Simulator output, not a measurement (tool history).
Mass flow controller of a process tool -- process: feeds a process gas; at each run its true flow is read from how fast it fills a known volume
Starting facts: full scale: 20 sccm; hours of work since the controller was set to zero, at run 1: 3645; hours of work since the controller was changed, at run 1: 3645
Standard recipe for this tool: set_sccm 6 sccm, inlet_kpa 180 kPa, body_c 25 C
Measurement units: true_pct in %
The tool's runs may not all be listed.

run    hour  set_sccm  inlet_kpa  body_c  hours of work since the controller was set to zero  hours of work since the controller was changed  true_pct
  1     0.0         6        180      25                                                3645                                            3645     96.06
  2    40.8         6        180      25                                                3657                                            3657     96.01
  3   108.0         6        180      25                                                3678                                            3678     96.03
  4   142.9         6        180      25                                                3689                                            3689     95.95
  5   200.2         6        180      25                                                3707                                            3707     95.97
  6   274.6         6        180      25                                                3730                                            3730     95.94
  7   349.9         6        180      25                                                3753                                            3753     96.15
  8   421.9         6        180      25                                                3775                                            3775     95.94
  9   476.9         6        180      25                                                3792                                            3792     95.89
 10   521.2         6        180      25                                                3806                                            3806     95.91
 11   586.9         6        180      25                                                3827                                            3827     95.95
 12   658.3         6        180      25                                                3849                                            3849     95.90
 13   722.2         6        223      25                                                3868                                            3868     96.01
 14   794.0        13        258      30                                                3891                                            3891     97.52
 15   866.1         3        215      26                                                3913                                            3913     94.93
      871.8  -- controller's zero set anew
 16   932.0         3        215      26                                                  19                                            3933     94.64
 17   970.6         3        215      26                                                  31                                            3945     94.73
     1016.7  -- controller's zero set anew, once more
 18  1026.5         3        215      26                                                   3                                            3962     96.21
 19  1078.1        16        180      39                                                  19                                            3978     98.09

Forecast run 20:
 20  1141.2        10        206      26                                                  39                                            3998         ?

true_pct: 96.97 %
With the hidden condition absent and the run-to-run variation left alone, this run would have shown true_pct 98.93 %.
